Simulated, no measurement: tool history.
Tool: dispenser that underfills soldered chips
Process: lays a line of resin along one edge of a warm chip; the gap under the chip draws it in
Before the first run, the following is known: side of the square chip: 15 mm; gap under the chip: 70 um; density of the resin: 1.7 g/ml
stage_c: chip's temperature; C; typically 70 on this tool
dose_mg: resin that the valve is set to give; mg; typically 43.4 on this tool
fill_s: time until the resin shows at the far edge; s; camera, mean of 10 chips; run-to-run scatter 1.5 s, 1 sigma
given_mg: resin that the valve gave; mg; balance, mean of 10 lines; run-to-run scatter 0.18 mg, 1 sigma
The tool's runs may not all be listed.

run 1 hour=0 | stage_c=70 dose_mg=43.4 | fill_s=179.6 given_mg=42.21
run 2 hour=4.4 | stage_c=70 dose_mg=46.4 | fill_s=201.2 given_mg=44.9
run 3 hour=7.8 | stage_c=70 dose_mg=46.4 | fill_s=222.9 given_mg=45.13
run 4 hour=11.1 | stage_c=70 dose_mg=43.4 | fill_s=246.9 given_mg=42.15
-- hour=12.9 new syringe of resin
run 5 hour=16.2 | stage_c=70 dose_mg=43.4 | fill_s=171.1 given_mg=42.28
run 6 hour=18.3 | stage_c=70 dose_mg=43.4 | fill_s=176.9 given_mg=41.85
run 7 hour=23.2 | stage_c=70 dose_mg=43.4 | fill_s=203.9 given_mg=41.76
run 8 hour=26.2 | stage_c=70 dose_mg=43.4 | fill_s=223.6 given_mg=41.74
run 9 hour=29.1 | stage_c=66 dose_mg=43.4 | fill_s=291 given_mg=41.61
-- hour=31.6 new syringe of resin
run 10 hour=33.7 | stage_c=66 dose_mg=43.4 | fill_s=204 given_mg=41.66
run 11 hour=37.8 | stage_c=70 dose_mg=43.4 | fill_s=188.5 given_mg=41.55
run 12 hour=41.3 | stage_c=70 dose_mg=53.7 | fill_s=204.3 given_mg=51.19
run 13 hour=43.4 | stage_c=70 dose_mg=53.7 | fill_s=216.4 given_mg=51.5
run 14 hour=45.8 | stage_c=70 dose_mg=53.7 | fill_s=230.5 given_mg=51.15
run 15 hour=48.7 | stage_c=70 dose_mg=53.7 | fill_s=252.3 given_mg=51.23
-- hour=50.3 new syringe of resin
run 16 hour=52.1 | stage_c=70 dose_mg=53.7 | fill_s=162.9 given_mg=51.36
run 17 hour=54.9 | stage_c=70 dose_mg=53.7 | fill_s=174.4 given_mg=51.49
run 18 hour=57.7 | stage_c=70 dose_mg=52.9 | fill_s=191.3 given_mg=50.31
run 19 hour=61.7 | stage_c=79 dose_mg=52.9 | fill_s=139.2 given_mg=50.23
run 20 hour=65.7 | stage_c=62 dose_mg=49.2 | fill_s=351.8 given_mg=47.03
-- hour=67.4 dispensing valve cleaned and set on the balance
-- hour=70 new syringe of resin
run 21 hour=71.8 | stage_c=62 dose_mg=51.4 | fill_s=243.3 given_mg=51.33
run 22 hour=74 | stage_c=62 dose_mg=51.4 | fill_s=256.4 given_mg=51.19
run 23 hour=77.2 | stage_c=68 dose_mg=45.6 | fill_s=211.3 given_mg=45.22
run 24 hour=81.5 | stage_c=57 dose_mg=48.4 | fill_s=415.3 given_mg=48.18
run 25 hour=83.8 | stage_c=83 dose_mg=38.6 | fill_s=128.8 given_mg=38.44
run 26 hour=88.2 | stage_c=83 dose_mg=38.6 | fill_s=145 given_mg=38.27
-- hour=88.9 new syringe of resin
run 27 hour=93.5 | stage_c=77 dose_mg=51.9 | fill_s=127.8 given_mg=51.51
run 28 hour=97.8 | stage_c=64 dose_mg=49.5 | fill_s=273.7 given_mg=48.86
run 29 hour=100.1 | stage_c=64 dose_mg=49.5 | fill_s=285.6 given_mg=48.73
run 30 hour=103.5 | stage_c=75 dose_mg=44.6 | fill_s=185.9 given_mg=43.71
-- hour=107.6 new syringe of resin
run 31 hour=108.7 | stage_c=75 dose_mg=44.6 | fill_s=127.2 given_mg=44.02
run 32 hour=113 | stage_c=85 dose_mg=48.9 | fill_s=90.4 given_mg=48.25
run 33 hour=117 | stage_c=85 dose_mg=48.9 | fill_s=101 given_mg=48.18
run 34 hour=121.7 | stage_c=78 dose_mg=42.3 | fill_s=160.5 given_mg=41.33
run 35 hour=125.7 | stage_c=62 dose_mg=47.9 | fill_s=380.1 given_mg=47.08
-- hour=126.2 new syringe of resin
run 36 hour=130.7 | stage_c=62 dose_mg=47.9 | fill_s=259.8 given_mg=46.67
run 37 hour=133.9 | stage_c=62 dose_mg=47.9 | fill_s=289.2 given_mg=46.63

Table of differences, measured result less the result of that run with no hidden state. Run-to-run variation is the same in both. Gauge scatter possibly is not:
Hidden conditions of the tool in this case: resin's viscosity, % of fresh resin's; dose that the valve gives, % of what is set; true chip temperature over the reading, C; drift of the gauge itself on fill_s, %; drift of the gauge itself on given_mg, %.
run=1 fill_s=+27.7 given_mg=-1.15
run=2 fill_s=+50.3 given_mg=-1.31
run=3 fill_s=+71.1 given_mg=-1.39
run=4 fill_s=+93.7 given_mg=-1.36
run=5 fill_s=+17.1 given_mg=-1.45
run=6 fill_s=+26.6 given_mg=-1.48
run=7 fill_s=+52.7 given_mg=-1.56
run=8 fill_s=+71.2 given_mg=-1.61
run=9 fill_s=+108.3 given_mg=-1.65
run=10 fill_s=+19 given_mg=-1.75
run=11 fill_s=+35.8 given_mg=-1.81
run=12 fill_s=+53.8 given_mg=-2.3
run=13 fill_s=+66 given_mg=-2.37
run=14 fill_s=+80.5 given_mg=-2.41
run=15 fill_s=+100.8 given_mg=-2.48
run=16 fill_s=+12.4 given_mg=-2.55
run=17 fill_s=+25.5 given_mg=-2.63
run=18 fill_s=+39.8 given_mg=-2.63
run=19 fill_s=+40.8 given_mg=-2.73
run=20 fill_s=+129.6 given_mg=-2.63
run=21 fill_s=+19.2 given_mg=-0.06
run=22 fill_s=+34.3 given_mg=-0.11
run=23 fill_s=+43.5 given_mg=-0.15
run=24 fill_s=+123.8 given_mg=-0.25
run=25 fill_s=+43.7 given_mg=-0.24
run=26 fill_s=+60.3 given_mg=-0.3
run=27 fill_s=+19.4 given_mg=-0.52
run=28 fill_s=+68.6 given_mg=-0.58
run=29 fill_s=+84.9 given_mg=-0.63
run=30 fill_s=+66.7 given_mg=-0.62
run=31 fill_s=+9 given_mg=-0.72
run=32 fill_s=+15.5 given_mg=-0.88
run=33 fill_s=+26.5 given_mg=-0.97
run=34 fill_s=+56.4 given_mg=-0.91
run=35 fill_s=+160.1 given_mg=-1.11
run=36 fill_s=+37.9 given_mg=-1.19
run=37 fill_s=+63.1 given_mg=-1.25
